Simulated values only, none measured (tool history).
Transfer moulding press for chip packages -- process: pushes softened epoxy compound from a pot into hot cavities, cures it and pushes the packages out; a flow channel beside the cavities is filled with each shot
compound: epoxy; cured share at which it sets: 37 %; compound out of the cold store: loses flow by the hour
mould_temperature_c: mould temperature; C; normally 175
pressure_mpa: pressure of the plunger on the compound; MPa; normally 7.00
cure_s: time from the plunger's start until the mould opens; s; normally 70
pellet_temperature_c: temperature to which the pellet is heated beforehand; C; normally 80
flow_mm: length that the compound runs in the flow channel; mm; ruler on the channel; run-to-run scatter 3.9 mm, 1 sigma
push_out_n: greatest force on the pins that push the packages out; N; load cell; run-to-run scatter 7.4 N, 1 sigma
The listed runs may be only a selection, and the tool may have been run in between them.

run,day,mould_temperature_c,pressure_mpa,cure_s,pellet_temperature_c,incoming compound's hours out of the cold store,flow_mm,push_out_n
1,0.000,175,7.00,70,80,33.6,651,370
# day 1.000: cavities cleaned with cleaning compound and waxed
# day 2.317: cavities cleaned with cleaning compound and waxed
2,2.517,175,7.00,109,80,14.1,701,319
# day 3.525: plunger's sealing rings changed
# day 3.788: cavities cleaned with cleaning compound and waxed
3,4.171,175,7.00,70,80,29.3,682,380
# day 5.100: cavities cleaned with cleaning compound and waxed
# day 6.333: cavities cleaned with cleaning compound and waxed
4,6.704,175,7.00,70,80,11.9,720,401
# day 7.662: cavities cleaned with cleaning compound and waxed
5,8.633,175,7.00,55,80,18.0,704,657
# day 8.817: mould's thermocouples calibrated
# day 9.096: cavities cleaned with cleaning compound and waxed
# day 10.350: cavities cleaned with cleaning compound and waxed
6,11.038,175,7.00,70,80,32.6,672,398
# day 11.688: cavities cleaned with cleaning compound and waxed
7,12.817,175,7.00,70,80,34.3,656,454
# day 13.025: cavities cleaned with cleaning compound and waxed
# day 14.312: cavities cleaned with cleaning compound and waxed
# day 14.612: plunger's sealing rings changed
8,14.896,175,7.00,81,80,43.9,654,389
# day 15.708: cavities cleaned with cleaning compound and waxed
9,16.083,175,7.00,81,80,20.6,699,351
# day 16.946: cavities cleaned with cleaning compound and waxed
# day 18.254: cavities cleaned with cleaning compound and waxed
10,18.504,175,7.00,81,80,31.9,672,333
# day 19.488: cavities cleaned with cleaning compound and waxed
# day 20.829: cavities cleaned with cleaning compound and waxed
11,20.829,175,7.00,81,80,38.0,650,304
12,21.808,175,7.00,81,80,26.3,679,423
# day 22.067: cavities cleaned with cleaning compound and waxed
# day 23.346: cavities cleaned with cleaning compound and waxed
13,24.225,175,7.00,70,80,21.5,688,434
# day 24.658: cavities cleaned with cleaning compound and waxed
# day 25.475: plunger's sealing rings changed
14,25.892,177,7.00,70,89,26.3,683,439
# day 26.092: cavities cleaned with cleaning compound and waxed
# day 27.358: cavities cleaned with cleaning compound and waxed
15,27.746,175,8.30,70,80,38.6,719,384
# day 28.650: cavities cleaned with cleaning compound and waxed
# day 29.983: cavities cleaned with cleaning compound and waxed
16,30.250,175,6.83,70,80,47.0,631,367
# day 31.304: cavities cleaned with cleaning compound and waxed
# day 32.600: cavities cleaned with cleaning compound and waxed
17,32.696,175,6.83,70,80,10.1,709,355
# day 33.892: cavities cleaned with cleaning compound and waxed
18,34.404,175,6.83,70,80,13.2,692,407
# day 35.179: cavities cleaned with cleaning compound and waxed
19,35.479,175,6.83,71,78,14.0,693,380
# day 36.325: plunger's sealing rings changed
# day 36.596: cavities cleaned with cleaning compound and waxed
# day 37.921: cavities cleaned with cleaning compound and waxed
20,38.071,176,6.83,89,82,47.7,638,330
# day 39.017: mould's thermocouples calibrated
# day 39.417: cavities cleaned with cleaning compound and waxed
21,40.400,175,7.00,70,80,34.3,664,432
# day 40.688: cavities cleaned with cleaning compound and waxed
# day 41.958: cavities cleaned with cleaning compound and waxed
22,42.075,175,7.00,70,80,19.7,693,356
# day 43.225: cavities cleaned with cleaning compound and waxed
23,43.817,175,7.00,70,80,35.2,660,413
# day 44.500: cavities cleaned with cleaning compound and waxed
# day 45.896: cavities cleaned with cleaning compound and waxed
24,45.896,175,7.94,53,87,16.3,741,482
# day 47.246: plunger's sealing rings changed
# day 47.308: cavities cleaned with cleaning compound and waxed
25,47.667,172,7.94,84,87,8.7,792,378

Predict each of these 3 candidate next runs independently; none follows another, all start after run 25:
# day 48.617: cavities cleaned with cleaning compound and waxed
# day 49.854: cavities cleaned with cleaning compound and waxed
A,49.854,175,7.00,71,74,22.8,?,?
# day 48.617: cavities cleaned with cleaning compound and waxed
# day 49.854: cavities cleaned with cleaning compound and waxed
B,49.854,172,7.94,57,87,21.7,?,?
# day 48.617: cavities cleaned with cleaning compound and waxed
# day 49.854: cavities cleaned with cleaning compound and waxed
C,49.854,172,8.10,84,87,44.8,?,?

run,flow_mm,push_out_n
A,692,306
B,747,526
C,707,298
Without the tool's unlogged condition, the same runs would have read:
run,flow_mm,push_out_n
A,699,301
B,755,508
C,715,294

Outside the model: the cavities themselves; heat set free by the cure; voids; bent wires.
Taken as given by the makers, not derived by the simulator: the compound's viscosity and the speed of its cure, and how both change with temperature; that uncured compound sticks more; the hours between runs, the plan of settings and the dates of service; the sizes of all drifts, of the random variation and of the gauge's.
